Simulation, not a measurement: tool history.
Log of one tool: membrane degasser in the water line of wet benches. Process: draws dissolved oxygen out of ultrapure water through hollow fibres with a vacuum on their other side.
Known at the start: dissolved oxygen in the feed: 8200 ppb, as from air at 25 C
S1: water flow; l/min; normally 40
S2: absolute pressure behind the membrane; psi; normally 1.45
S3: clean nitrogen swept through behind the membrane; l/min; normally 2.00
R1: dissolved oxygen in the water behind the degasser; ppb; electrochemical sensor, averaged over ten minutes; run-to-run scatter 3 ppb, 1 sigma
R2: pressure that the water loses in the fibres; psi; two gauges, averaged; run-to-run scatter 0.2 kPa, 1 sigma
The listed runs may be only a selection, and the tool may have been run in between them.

run,hour,S1,S2,S3,R1,R2
1,0.0,40,1.45,2.00,310.8,6.595
2,108.8,40,1.45,2.00,313.5,6.585
3,179.8,44,1.45,2.00,343.6,7.279
4,322.4,44,1.45,2.00,339.8,7.237
5,397.0,44,1.45,2.00,344.2,7.271
6,561.4,40,3.21,2.00,811.5,6.572
7,685.5,40,3.21,2.00,798.9,6.563
8,763.2,40,3.21,2.00,809.8,6.562
9,919.9,40,3.21,2.00,795.6,6.591
10,1052.7,40,3.21,2.00,784.4,6.650
11,1179.2,40,3.21,2.00,800.0,6.617
12,1312.9,40,3.21,2.00,810.3,6.564
13,1420.2,40,1.49,2.00,332.7,6.622
14,1530.0,60,2.12,2.64,570.4,9.883
15,1598.2,60,2.12,2.64,575.1,9.896
16,1723.3,30,2.12,2.64,310.7,4.968

Run 17 has not been measured yet. What should we expect?
17,1847.6,30,2.12,2.64,?,?

R1: 309.7 ppb
R2: 4.944 psi
Take away the tool's hidden state, keep the run-to-run variation as it was, and the same run would have given R1 295.4 ppb, R2 4.743 psi.

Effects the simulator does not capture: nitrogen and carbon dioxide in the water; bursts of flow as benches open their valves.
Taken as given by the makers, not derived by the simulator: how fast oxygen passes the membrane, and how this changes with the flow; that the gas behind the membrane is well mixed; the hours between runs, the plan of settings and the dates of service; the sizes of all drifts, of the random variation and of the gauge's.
